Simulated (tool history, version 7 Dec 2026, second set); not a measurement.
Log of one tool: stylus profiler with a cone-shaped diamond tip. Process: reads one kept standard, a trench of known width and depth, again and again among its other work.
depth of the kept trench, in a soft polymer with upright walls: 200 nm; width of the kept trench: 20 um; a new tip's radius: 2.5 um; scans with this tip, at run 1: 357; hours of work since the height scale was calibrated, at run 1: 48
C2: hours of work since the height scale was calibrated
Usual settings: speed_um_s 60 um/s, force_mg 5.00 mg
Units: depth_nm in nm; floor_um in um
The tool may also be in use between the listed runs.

run 1 day=0.000 | speed_um_s=60 force_mg=5.00 | scans_with_this_tip=357 C2=48 | depth_nm=203.08 floor_um=18.01
run 2 day=0.900 | speed_um_s=60 force_mg=5.00 | scans_with_this_tip=456 C2=61 | depth_nm=203.21 floor_um=17.91
run 3 day=1.542 | speed_um_s=187 force_mg=5.00 | scans_with_this_tip=526 C2=71 | depth_nm=203.25 floor_um=17.75
run 4 day=2.200 | speed_um_s=187 force_mg=2.17 | scans_with_this_tip=598 C2=81 | depth_nm=201.85 floor_um=17.66
run 5 day=2.979 | speed_um_s=187 force_mg=2.17 | scans_with_this_tip=683 C2=92 | depth_nm=201.82 floor_um=17.64
run 6 day=3.725 | speed_um_s=21 force_mg=5.00 | scans_with_this_tip=765 C2=103 | depth_nm=203.27 floor_um=18.02
run 7 day=4.617 | speed_um_s=21 force_mg=5.00 | scans_with_this_tip=863 C2=116 | depth_nm=203.24 floor_um=18.00
run 8 day=5.438 | speed_um_s=60 force_mg=2.14 | scans_with_this_tip=952 C2=128 | depth_nm=201.87 floor_um=17.94
run 9 day=6.233 | speed_um_s=60 force_mg=2.14 | scans_with_this_tip=1040 C2=140 | depth_nm=201.83 floor_um=17.91
run 10 day=7.104 | speed_um_s=226 force_mg=2.14 | scans_with_this_tip=1135 C2=153 | depth_nm=201.91 floor_um=17.62
run 11 day=8.108 | speed_um_s=60 force_mg=5.00 | scans_with_this_tip=1245 C2=168 | depth_nm=203.21 floor_um=17.95
run 12 day=8.879 | speed_um_s=60 force_mg=5.00 | scans_with_this_tip=1329 C2=179 | depth_nm=203.23 floor_um=17.95
run 13 day=9.725 | speed_um_s=60 force_mg=5.39 | scans_with_this_tip=1422 C2=191 | depth_nm=203.29 floor_um=17.96
run 14 day=10.846 | speed_um_s=60 force_mg=5.39 | scans_with_this_tip=1545 C2=208 | depth_nm=203.28 floor_um=17.94
run 15 day=11.608 | speed_um_s=60 force_mg=5.00 | scans_with_this_tip=1628 C2=219 | depth_nm=203.08 floor_um=17.95
run 16 day=12.217 | speed_um_s=60 force_mg=5.00 | scans_with_this_tip=1695 C2=228 | depth_nm=203.23 floor_um=17.97
run 17 day=13.021 | speed_um_s=124 force_mg=5.00 | scans_with_this_tip=1783 C2=240 | depth_nm=203.07 floor_um=17.87
run 18 day=14.000 | speed_um_s=60 force_mg=5.00 | scans_with_this_tip=1890 C2=254 | depth_nm=203.10 floor_um=17.90
run 19 day=15.212 | speed_um_s=60 force_mg=5.00 | scans_with_this_tip=2023 C2=272 | depth_nm=203.14 floor_um=17.91
run 20 day=15.917 | speed_um_s=137 force_mg=5.00 | scans_with_this_tip=2100 C2=283 | depth_nm=203.05 floor_um=17.85
run 21 day=16.867 | speed_um_s=18 force_mg=5.00 | scans_with_this_tip=2204 C2=297 | depth_nm=203.14 floor_um=18.02
run 22 day=17.912 | speed_um_s=18 force_mg=5.00 | scans_with_this_tip=2318 C2=312 | depth_nm=202.86 floor_um=18.05
run 23 day=18.988 | speed_um_s=60 force_mg=5.00 | scans_with_this_tip=2436 C2=328 | depth_nm=203.17 floor_um=17.96
run 24 day=19.842 | speed_um_s=60 force_mg=5.00 | scans_with_this_tip=2529 C2=341 | depth_nm=203.02 floor_um=17.98
run 25 day=20.638 | speed_um_s=121 force_mg=2.79 | scans_with_this_tip=2617 C2=352 | depth_nm=202.05 floor_um=17.82
run 26 day=21.221 | speed_um_s=121 force_mg=2.79 | scans_with_this_tip=2680 C2=361 | depth_nm=202.06 floor_um=17.78
run 27 day=21.979 | speed_um_s=121 force_mg=2.79 | scans_with_this_tip=2763 C2=372 | depth_nm=202.28 floor_um=17.83
run 28 day=23.262 | speed_um_s=160 force_mg=6.07 | scans_with_this_tip=2904 C2=391 | depth_nm=203.72 floor_um=17.80
run 29 day=24.333 | speed_um_s=26 force_mg=2.15 | scans_with_this_tip=3021 C2=407 | depth_nm=201.76 floor_um=18.00
run 30 day=25.504 | speed_um_s=23 force_mg=7.26 | scans_with_this_tip=3149 C2=424 | depth_nm=204.12 floor_um=18.03
run 31 day=26.729 | speed_um_s=160 force_mg=2.44 | scans_with_this_tip=3283 C2=442 | depth_nm=202.04 floor_um=17.78
run 32 day=27.804 | speed_um_s=37 force_mg=12.15 | scans_with_this_tip=3401 C2=458 | depth_nm=205.75 floor_um=17.99
run 33 day=28.825 | speed_um_s=37 force_mg=12.15 | scans_with_this_tip=3513 C2=473 | depth_nm=205.89 floor_um=17.99
run 34 day=30.121 | speed_um_s=37 force_mg=12.15 | scans_with_this_tip=3655 C2=492 | depth_nm=205.62 floor_um=17.97
run 35 day=30.779 | speed_um_s=186 force_mg=7.50 | scans_with_this_tip=3726 C2=502 | depth_nm=204.12 floor_um=17.84
run 36 day=32.062 | speed_um_s=28 force_mg=1.70 | scans_with_this_tip=3867 C2=521 | depth_nm=201.48 floor_um=17.93
run 37 day=32.775 | speed_um_s=28 force_mg=1.70 | scans_with_this_tip=3945 C2=531 | depth_nm=201.56 floor_um=17.97
run 38 day=33.788 | speed_um_s=71 force_mg=2.76 | scans_with_this_tip=4056 C2=546 | depth_nm=202.06 floor_um=17.92
run 39 day=34.992 | speed_um_s=32 force_mg=2.73 | scans_with_this_tip=4188 C2=564 | depth_nm=202.15 floor_um=17.96
run 40 day=35.658 | speed_um_s=147 force_mg=7.62 | scans_with_this_tip=4261 C2=574 | depth_nm=204.17 floor_um=17.89
run 41 day=36.238 | speed_um_s=155 force_mg=5.68 | scans_with_this_tip=4324 C2=582 | depth_nm=203.37 floor_um=17.84
run 42 day=37.262 | speed_um_s=24 force_mg=3.48 | scans_with_this_tip=4436 C2=597 | depth_nm=202.45 floor_um=17.98
run 43 day=38.092 | speed_um_s=52 force_mg=3.60 | scans_with_this_tip=4527 C2=609 | depth_nm=202.53 floor_um=18.01
run 44 day=38.954 | speed_um_s=52 force_mg=3.60 | scans_with_this_tip=4622 C2=622 | depth_nm=202.47 floor_um=17.98
run 45 day=40.212 | speed_um_s=193 force_mg=5.00 | scans_with_this_tip=4759 C2=641 | depth_nm=203.25 floor_um=17.76

4 ways to go on from here, each from the tool as it stands after run 45. What would each give?
run A day=41.233 | speed_um_s=191 force_mg=7.65 | scans_with_this_tip=4871 C2=656 | depth_nm=? floor_um=?
run B day=41.233 | speed_um_s=46 force_mg=4.50 | scans_with_this_tip=4871 C2=656 | depth_nm=? floor_um=?
run C day=41.233 | speed_um_s=24 force_mg=5.00 | scans_with_this_tip=4871 C2=656 | depth_nm=? floor_um=?
run D day=41.233 | speed_um_s=196 force_mg=3.25 | scans_with_this_tip=4871 C2=656 | depth_nm=? floor_um=?

run=A depth_nm=203.98 floor_um=17.84
run=B depth_nm=203.02 floor_um=17.92
run=C depth_nm=203.18 floor_um=18.01
run=D depth_nm=202.39 floor_um=17.66
Without the tool's hidden state the same runs would have given:
run=A depth_nm=203.98 floor_um=17.85
run=B depth_nm=203.02 floor_um=17.93
run=C depth_nm=203.17 floor_um=18.02
run=D depth_nm=202.39 floor_um=17.67

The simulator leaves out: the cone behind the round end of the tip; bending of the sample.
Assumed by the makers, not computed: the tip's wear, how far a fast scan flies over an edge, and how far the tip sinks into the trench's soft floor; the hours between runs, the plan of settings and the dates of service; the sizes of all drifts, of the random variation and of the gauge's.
